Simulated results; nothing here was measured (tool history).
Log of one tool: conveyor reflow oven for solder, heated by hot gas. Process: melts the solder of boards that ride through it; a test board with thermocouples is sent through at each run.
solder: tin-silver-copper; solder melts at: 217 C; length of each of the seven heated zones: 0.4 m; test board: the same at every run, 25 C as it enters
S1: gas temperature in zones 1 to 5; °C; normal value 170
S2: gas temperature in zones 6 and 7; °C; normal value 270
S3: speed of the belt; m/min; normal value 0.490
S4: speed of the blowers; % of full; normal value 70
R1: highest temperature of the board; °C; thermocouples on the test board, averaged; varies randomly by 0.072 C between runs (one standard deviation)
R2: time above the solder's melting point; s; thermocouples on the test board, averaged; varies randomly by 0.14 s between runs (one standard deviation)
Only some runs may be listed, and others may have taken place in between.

Run 1, day 0.000: usual settings. Result: R1 253.03 °C, R2 71.2 s.
Run 2, day 0.254: usual settings but S3 0.402 m/min. Result: R1 259.38 °C, R2 95.7 s.
Run 3, day 0.621: usual settings but S3 0.402 m/min. Result: R1 259.36 °C, R2 95.5 s.
Run 4, day 1.058: usual settings. Result: R1 253.08 °C, R2 70.9 s.
Run 5, day 1.383: usual settings but S3 0.550 m/min. Result: R1 248.43 °C, R2 58.0 s.
Run 6, day 1.592: usual settings but S3 0.550 m/min, S4 66 % of full. Result: R1 247.33 °C, R2 56.8 s.
Run 7, day 2.042: usual settings but S1 171 °C. Result: R1 253.09 °C, R2 71.6 s.
Run 8, day 2.262: usual settings but S1 171 °C. Result: R1 252.99 °C, R2 72.1 s.
Run 9, day 2.596: usual settings but S1 171 °C. Result: R1 252.91 °C, R2 71.9 s.
Run 10, day 2.979: usual settings but S1 183 °C. Result: R1 255.17 °C, R2 79.4 s.
Run 11, day 3.221: usual settings but S1 183 °C. Result: R1 255.12 °C, R2 79.9 s.
Run 12, day 3.417: usual settings but S1 168 °C. Result: R1 252.21 °C, R2 69.9 s.
Run 13, day 3.679: usual settings but S3 0.451 m/min. Result: R1 255.41 °C, R2 80.7 s.
Run 14, day 3.988: usual settings. Result: R1 252.48 °C, R2 70.7 s.
Run 15, day 4.212: usual settings. Result: R1 252.48 °C, R2 70.7 s.
Run 16, day 4.675: usual settings. Result: R1 252.38 °C, R2 70.9 s.
Run 17, day 4.933: usual settings but S1 156 °C, S4 71 % of full. Result: R1 249.80 °C, R2 62.7 s.
Run 18, day 5.171: usual settings but S1 157 °C, S2 278 °C, S4 71 % of full. Result: R1 256.95 °C, R2 69.7 s.
Run 19, day 5.512: usual settings but S1 166 °C, S2 260 °C, S3 0.404 m/min, S4 53 % of full. Result: R1 245.19 °C, R2 76.0 s.
Run 20, day 5.808: usual settings but S1 163 °C, S2 274 °C, S3 0.424 m/min, S4 51 % of full. Result: R1 254.52 °C, R2 80.7 s.
At day 6.050: flux residue cleaned out of gas plates and filters.
Run 21, day 6.371: usual settings but S1 163 °C, S2 274 °C, S3 0.424 m/min, S4 51 % of full. Result: R1 254.09 °C, R2 80.3 s.
Run 22, day 6.575: usual settings but S1 163 °C, S2 274 °C, S3 0.424 m/min, S4 51 % of full. Result: R1 254.02 °C, R2 80.1 s.
At day 7.000: flux residue cleaned out of gas plates and filters, once more.
Run 23, day 7.012: usual settings but S1 163 °C, S2 274 °C, S3 0.424 m/min, S4 51 % of full. Result: R1 255.45 °C, R2 81.9 s.
Run 24, day 7.433: usual settings but S1 181 °C, S2 274 °C, S3 0.424 m/min, S4 53 % of full. Result: R1 259.41 °C, R2 94.9 s.
Run 25, day 7.642: usual settings but S1 167 °C, S2 278 °C, S3 0.411 m/min. Result: R1 265.99 °C, R2 97.6 s.
Run 26, day 7.908: usual settings but S1 167 °C, S2 285 °C, S3 0.411 m/min, S4 89 % of full. Result: R1 275.90 °C, R2 104.7 s.
Run 27, day 8.262: usual settings but S1 163 °C, S2 260 °C, S3 0.522 m/min, S4 62 % of full. Result: R1 238.77 °C, R2 47.3 s.
Run 28, day 8.496: usual settings but S1 155 °C, S2 267 °C, S4 57 % of full. Result: R1 243.82 °C, R2 54.1 s.
Run 29, day 8.838: usual settings but S2 267 °C, S3 0.550 m/min. Result: R1 246.22 °C, R2 56.3 s.
Run 30, day 9.288: usual settings but S1 157 °C, S2 267 °C, S3 0.550 m/min. Result: R1 243.12 °C, R2 48.1 s.
Run 31, day 9.525: usual settings but S1 183 °C, S2 280 °C, S3 0.467 m/min, S4 61 % of full. Result: R1 263.63 °C, R2 90.3 s.

For some of the steps in R1 from one run to the next: how much would appear even if the tool had no hidden state, given the settings, what came in and random variation, and how much remains for the hidden state plus any gauge scatter that the measured result and the result without hidden state don't share?
The tool's hidden condition here consists of: heat that the gas passes to the board, % of a clean oven's; belt's true speed, % of the reading; true gas temperature in zones 6 and 7 over the reading, C; drift of the gauge itself on peak_c, C; drift of the gauge itself on liquid_s, %.
Run 18 -> 19: S1 157 -> 166, S2 278 -> 260, S3 0.490 -> 0.404, S4 71 -> 53. R1 -11.76 °C: hidden state +0.50, all else -12.26.
Run 22 -> 23: flux residue cleaned out of gas plates and filters, once more. R1 +1.43 °C: hidden state +1.29, all else +0.14.
Run 26 -> 27: S1 167 -> 163, S2 285 -> 260, S3 0.411 -> 0.522, S4 89 -> 62. R1 -37.13 °C: hidden state -0.33, all else -36.80.
Run 30 -> 31: S1 157 -> 183, S2 267 -> 280, S3 0.550 -> 0.467, S4 70 -> 61. R1 +20.51 °C: hidden state +0.25, all else +20.26.
